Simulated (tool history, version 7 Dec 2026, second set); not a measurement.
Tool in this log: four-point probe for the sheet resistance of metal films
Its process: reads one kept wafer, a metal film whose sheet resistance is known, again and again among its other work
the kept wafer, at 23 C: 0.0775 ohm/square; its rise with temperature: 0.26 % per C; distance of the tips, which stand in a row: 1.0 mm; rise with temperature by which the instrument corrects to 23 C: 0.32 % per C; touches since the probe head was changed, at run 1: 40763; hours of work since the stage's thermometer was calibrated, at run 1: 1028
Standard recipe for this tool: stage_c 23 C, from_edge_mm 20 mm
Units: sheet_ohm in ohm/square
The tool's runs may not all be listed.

run	hour	stage_c	from_edge_mm	touches since the probe head was changed	hours of work since the stage's thermometer was calibrated	sheet_ohm
1	0.0	23	20	40763	1028	0.078080
2	33.3	22	20	41688	1043	0.078119
3	67.4	20	20	42638	1058	0.078215
4	99.4	23	31	43528	1071	0.078041
5	129.4	23	31	44362	1084	0.078014
6	167.8	23	8	45428	1101	0.078621
7	203.0	23	8	46407	1116	0.078622
8	234.6	23	8	47285	1130	0.078631
9	257.2	23	8	47916	1139	0.078653
10	277.8	23	8	48487	1148	0.078661
11	297.5	23	8	49035	1157	0.078662
12	323.6	22	20	49762	1168	0.078153
13	347.1	22	20	50416	1178	0.078146
14	368.3	22	20	51005	1187	0.078156
15	401.2	27	20	51919	1201	0.077945
16	418.4	19	4	52398	1209	0.080739
17	437.1	35	46	52919	1217	0.077508
18	477.4	18	66	54037	1234	0.078271
19	509.8	18	66	54939	1248	0.078287
20	545.5	23	20	55931	1264	0.078154
21	578.9	32	20	56862	1278	0.077764
22	609.1	32	22	57702	1291	0.077767
23	632.4	32	22	58348	1301	0.077762
24	655.9	32	23	59003	1311	0.077758
25	689.1	24	12	59926	1325	0.078311
26	712.0	28	26	60562	1335	0.077912
27	744.6	24	38	61469	1349	0.078063
28	773.2	19	10	62264	1362	0.078660
29	811.2	23	37	63322	1378	0.078153

Some steps in sheet_ohm, run to run, broken into two amounts with sign: the step expected even without the hidden condition (settings, incoming material, random variation), and the rest, left for the hidden condition together with whatever gauge scatter is not in both the measured and the hidden-condition-free result:
Hidden state at play: inner tips' distance over the nominal, %; tips' flats over new ones', %; wafer's true temperature over the reading, C; drift of the gauge itself on sheet_ohm, %.
Run 15 -> 16: stage_c 27 -> 19, from_edge_mm 20 -> 4. sheet_ohm +0.002794 ohm/square: hidden state +0.000018, all else +0.002776.
Run 16 -> 17: stage_c 19 -> 35, from_edge_mm 4 -> 46. sheet_ohm -0.003231 ohm/square: hidden state -0.000016, all else -0.003215.
